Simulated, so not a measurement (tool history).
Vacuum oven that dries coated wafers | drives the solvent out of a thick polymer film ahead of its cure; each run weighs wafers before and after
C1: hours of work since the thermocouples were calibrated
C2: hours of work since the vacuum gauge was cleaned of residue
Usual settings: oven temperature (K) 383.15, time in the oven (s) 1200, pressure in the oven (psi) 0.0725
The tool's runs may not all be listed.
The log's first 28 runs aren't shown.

Run 29, hour 790.6: usual settings but oven temperature (K) 377.15, time in the oven (s) 1860, pressure in the oven (psi) 0.0712; C1 493; C2 112. Result: solvent left in the film (%) 2.60.
Run 30, hour 814.0: usual settings but oven temperature (K) 377.15, time in the oven (s) 1860, pressure in the oven (psi) 0.0712; C1 511; C2 129. Result: solvent left in the film (%) 2.63.
At hour 840.3: vacuum gauge cleaned of residue and calibrated, once more.
Run 31, hour 857.2: usual settings but oven temperature (K) 377.15, time in the oven (s) 1860, pressure in the oven (psi) 0.0712; C1 542; C2 13. Result: solvent left in the film (%) 2.11.
Run 32, hour 878.4: usual settings but oven temperature (K) 385.15, time in the oven (s) 1860, pressure in the oven (psi) 0.1397; C1 558; C2 29. Result: solvent left in the film (%) 0.87.
Run 33, hour 914.0: usual settings but oven temperature (K) 385.15, time in the oven (s) 1860, pressure in the oven (psi) 0.1397; C1 585; C2 56. Result: solvent left in the film (%) 0.91.
Run 34, hour 941.9: usual settings but oven temperature (K) 385.15, time in the oven (s) 1860, pressure in the oven (psi) 0.1397; C1 606; C2 77. Result: solvent left in the film (%) 0.92.
Run 35, hour 982.6: usual settings but oven temperature (K) 397.15, time in the oven (s) 1620, pressure in the oven (psi) 0.1906; C1 637; C2 107. Result: solvent left in the film (%) 0.41.
Run 36, hour 1012.2: usual settings but oven temperature (K) 397.15, time in the oven (s) 1080, pressure in the oven (psi) 0.0381; C1 659; C2 130. Result: solvent left in the film (%) 0.36.
Run 37, hour 1036.3: usual settings but oven temperature (K) 369.15, time in the oven (s) 2100, pressure in the oven (psi) 0.0381; C1 677; C2 148. Result: solvent left in the film (%) 3.75.
Run 38, hour 1058.0: usual settings but oven temperature (K) 369.15, time in the oven (s) 2100, pressure in the oven (psi) 0.0381; C1 694; C2 164. Result: solvent left in the film (%) 3.75.
Run 39, hour 1080.1: usual settings but oven temperature (K) 386.15, pressure in the oven (psi) 0.1337; C1 710; C2 181. Result: solvent left in the film (%) 1.66.
Run 40, hour 1111.7: usual settings but oven temperature (K) 375.15, time in the oven (s) 2100, pressure in the oven (psi) 0.1337; C1 734; C2 205. Result: solvent left in the film (%) 2.40.
Run 41, hour 1149.8: usual settings but oven temperature (K) 373.15, time in the oven (s) 2100, pressure in the oven (psi) 0.0805; C1 763; C2 234. Result: solvent left in the film (%) 2.71.
Run 42, hour 1170.7: usual settings but oven temperature (K) 373.15, time in the oven (s) 2100, pressure in the oven (psi) 0.0805; C1 779; C2 249. Result: solvent left in the film (%) 2.72.
Run 43, hour 1188.6: usual settings but time in the oven (s) 1380, pressure in the oven (psi) 0.0737; C1 792; C2 263. Result: solvent left in the film (%) 1.70.
Run 44, hour 1221.8: usual settings but oven temperature (K) 387.15, pressure in the oven (psi) 0.2828; C1 817; C2 288. Result: solvent left in the film (%) 1.87.
Run 45, hour 1252.9: usual settings but oven temperature (K) 379.15, time in the oven (s) 1140; C1 841; C2 311. Result: solvent left in the film (%) 3.32.
Run 46, hour 1283.6: usual settings but oven temperature (K) 379.15, time in the oven (s) 1140; C1 864; C2 335. Result: solvent left in the film (%) 3.37.

4 ways to go on from here, each from the tool as it stands after run 46. What would each give?
Run A, hour 1301.2: usual settings but oven temperature (K) 376.15, time in the oven (s) 900, pressure in the oven (psi) 0.2329; C1 877; C2 348. Result: solvent left in the film (%) ?.
Run B, hour 1301.2: usual settings but time in the oven (s) 1080, pressure in the oven (psi) 0.0902; C1 877; C2 348. Result: solvent left in the film (%) ?.
Run C, hour 1301.2: usual settings but pressure in the oven (psi) 0.0978; C1 877; C2 348. Result: solvent left in the film (%) ?.
Run D, hour 1301.2: usual settings but oven temperature (K) 395.15, time in the oven (s) 1320; C1 877; C2 348. Result: solvent left in the film (%) ?.

run  solvent left in the film (%)
  A                          5.65
  B                          2.53
  C                          2.17
  D                          0.35
Without the tool's hidden state the same runs would have given:
run  solvent left in the film (%)
  A                          5.95
  B                          2.78
  C                          2.40
  D                          0.36
